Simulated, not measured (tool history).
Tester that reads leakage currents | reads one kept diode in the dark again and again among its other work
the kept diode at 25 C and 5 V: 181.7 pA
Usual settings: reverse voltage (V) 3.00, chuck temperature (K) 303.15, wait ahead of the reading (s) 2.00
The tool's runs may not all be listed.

| run | hour | reverse voltage (V) | chuck temperature (K) | wait ahead of the reading (s) | current that the tester gives (pA) |
|---|---|---|---|---|---|
| 1 | 0.0 | 3.00 | 303.15 | 2.00 | 212.04 |
| 2 | 72.1 | 3.00 | 303.15 | 2.00 | 210.66 |
| 3 | 142.8 | 3.00 | 303.15 | 2.00 | 208.67 |
| 4 | 240.3 | 3.00 | 310.15 | 2.00 | 369.64 |
| 5 | 296.1 | 3.00 | 310.15 | 2.00 | 370.55 |
|  | 320.8 | chuck's temperature calibrated |
| 6 | 372.2 | 3.00 | 293.15 | 2.00 | 94.59 |
| 7 | 476.5 | 2.51 | 299.15 | 0.37 | 148.20 |
| 8 | 562.3 | 2.51 | 299.15 | 0.37 | 146.22 |
| 9 | 653.2 | 3.39 | 307.15 | 8.67 | 323.79 |
| 10 | 754.6 | 2.43 | 296.15 | 0.32 | 110.72 |
| 11 | 851.2 | 10.23 | 307.15 | 0.40 | 524.57 |
| 12 | 903.7 | 10.23 | 307.15 | 0.40 | 522.92 |

5 ways to go on from here, each from the tool as it stands after run 12. What would each give?
| A | 975.1 | 1.03 | 307.15 | 0.37 | ? |
| B | 975.1 | 1.52 | 303.15 | 2.00 | ? |
| C | 975.1 | 3.00 | 303.15 | 0.37 | ? |
| D | 975.1 | 8.14 | 303.15 | 4.07 | ? |
| E | 975.1 | 3.31 | 303.15 | 2.00 | ? |

| run | current that the tester gives (pA) |
|---|---|
| A | 186.15 |
| B | 157.85 |
| C | 214.84 |
| D | 333.06 |
| E | 223.41 |
Without the tool's hidden state the same runs would have given:
| run | current that the tester gives (pA) |
|---|---|
| A | 197.42 |
| B | 166.82 |
| C | 225.57 |
| D | 344.84 |
| E | 234.41 |
